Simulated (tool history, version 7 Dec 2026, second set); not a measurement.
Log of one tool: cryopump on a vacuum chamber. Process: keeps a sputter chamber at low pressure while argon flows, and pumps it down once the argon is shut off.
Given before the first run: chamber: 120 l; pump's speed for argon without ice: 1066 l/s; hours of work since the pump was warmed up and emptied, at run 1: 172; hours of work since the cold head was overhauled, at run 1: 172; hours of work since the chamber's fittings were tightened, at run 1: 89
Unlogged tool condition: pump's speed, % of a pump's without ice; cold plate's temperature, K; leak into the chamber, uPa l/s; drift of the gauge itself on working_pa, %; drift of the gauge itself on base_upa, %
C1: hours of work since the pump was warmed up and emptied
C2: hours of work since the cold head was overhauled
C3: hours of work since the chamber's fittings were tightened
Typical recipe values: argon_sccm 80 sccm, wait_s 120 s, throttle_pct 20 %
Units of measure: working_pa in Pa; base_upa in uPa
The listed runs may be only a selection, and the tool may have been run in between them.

run 1 hour=0.0 | argon_sccm=80 wait_s=120 throttle_pct=20 | C1=172 C2=172 C3=89 | working_pa=0.6422 base_upa=0.89
run 2 hour=14.1 | argon_sccm=80 wait_s=120 throttle_pct=20 | C1=179 C2=179 C3=96 | working_pa=0.6412 base_upa=0.94
run 3 hour=30.3 | argon_sccm=80 wait_s=120 throttle_pct=20 | C1=187 C2=187 C3=105 | working_pa=0.6386 base_upa=0.93
run 4 hour=47.6 | argon_sccm=80 wait_s=120 throttle_pct=36 | C1=196 C2=196 C3=114 | working_pa=0.3599 base_upa=0.92
run 5 hour=61.3 | argon_sccm=80 wait_s=120 throttle_pct=17 | C1=203 C2=203 C3=121 | working_pa=0.7572 base_upa=0.94
run 6 hour=79.6 | argon_sccm=80 wait_s=120 throttle_pct=17 | C1=212 C2=212 C3=130 | working_pa=0.7631 base_upa=0.96
run 7 hour=96.2 | argon_sccm=80 wait_s=120 throttle_pct=17 | C1=221 C2=221 C3=138 | working_pa=0.7543 base_upa=0.97
run 8 hour=111.1 | argon_sccm=80 wait_s=55 throttle_pct=20 | C1=228 C2=228 C3=146 | working_pa=0.6421 base_upa=1.59
run 9 hour=119.7 | argon_sccm=80 wait_s=120 throttle_pct=20 | C1=233 C2=233 C3=150 | working_pa=0.6429 base_upa=0.92
run 10 hour=131.0 | argon_sccm=80 wait_s=120 throttle_pct=20 | C1=239 C2=239 C3=156 | working_pa=0.6422 base_upa=0.96
run 11 hour=144.3 | argon_sccm=80 wait_s=120 throttle_pct=20 | C1=245 C2=245 C3=163 | working_pa=0.6434 base_upa=0.98
run 12 hour=154.4 | argon_sccm=80 wait_s=120 throttle_pct=20 | C1=251 C2=251 C3=168 | working_pa=0.6426 base_upa=0.97
run 13 hour=165.9 | argon_sccm=117 wait_s=120 throttle_pct=23 | C1=256 C2=256 C3=174 | working_pa=0.8301 base_upa=1.03
run 14 hour=182.6 | argon_sccm=71 wait_s=120 throttle_pct=27 | C1=265 C2=265 C3=183 | working_pa=0.4273 base_upa=1.03
run 15 hour=198.0 | argon_sccm=71 wait_s=300 throttle_pct=29 | C1=273 C2=273 C3=191 | working_pa=0.3993 base_upa=0.75
run 16 hour=215.6 | argon_sccm=119 wait_s=120 throttle_pct=46 | C1=282 C2=282 C3=200 | working_pa=0.4302 base_upa=1.01
run 17 hour=226.3 | argon_sccm=119 wait_s=120 throttle_pct=46 | C1=287 C2=287 C3=205 | working_pa=0.4325 base_upa=1.02
run 18 hour=244.3 | argon_sccm=39 wait_s=120 throttle_pct=17 | C1=297 C2=297 C3=214 | working_pa=0.3698 base_upa=1.02
run 19 hour=258.2 | argon_sccm=117 wait_s=59 throttle_pct=19 | C1=304 C2=304 C3=221 | working_pa=0.9991 base_upa=1.51
run 20 hour=265.9 | argon_sccm=117 wait_s=59 throttle_pct=19 | C1=308 C2=308 C3=225 | working_pa=1.0030 base_upa=1.52
run 21 hour=275.3 | argon_sccm=117 wait_s=59 throttle_pct=19 | C1=312 C2=312 C3=230 | working_pa=0.9950 base_upa=1.57
run 22 hour=292.5 | argon_sccm=63 wait_s=71 throttle_pct=20 | C1=321 C2=321 C3=239 | working_pa=0.5110 base_upa=1.39
run 23 hour=303.8 | argon_sccm=89 wait_s=71 throttle_pct=20 | C1=327 C2=327 C3=245 | working_pa=0.7213 base_upa=1.40
run 24 hour=313.3 | argon_sccm=67 wait_s=81 throttle_pct=16 | C1=332 C2=332 C3=250 | working_pa=0.6752 base_upa=1.26

4 options for the next run, each taken on its own from the tool as it stands now. Forecast them:
run A hour=331.5 | argon_sccm=37 wait_s=120 throttle_pct=49 | C1=341 C2=341 C3=259 | working_pa=? base_upa=?
run B hour=331.5 | argon_sccm=67 wait_s=81 throttle_pct=42 | C1=341 C2=341 C3=259 | working_pa=? base_upa=?
run C hour=331.5 | argon_sccm=121 wait_s=120 throttle_pct=22 | C1=341 C2=341 C3=259 | working_pa=? base_upa=?
run D hour=331.5 | argon_sccm=51 wait_s=120 throttle_pct=18 | C1=341 C2=341 C3=259 | working_pa=? base_upa=?

run=A working_pa=0.1272 base_upa=1.07
run=B working_pa=0.2673 base_upa=1.37
run=C working_pa=0.8952 base_upa=1.03
run=D working_pa=0.4619 base_upa=1.06
The same runs, with their run-to-run variation unchanged, on a tool lacking any hidden condition would have given:
run=A working_pa=0.1198 base_upa=0.77
run=B working_pa=0.2539 base_upa=1.06
run=C working_pa=0.8711 base_upa=0.73
run=D working_pa=0.4517 base_upa=0.76
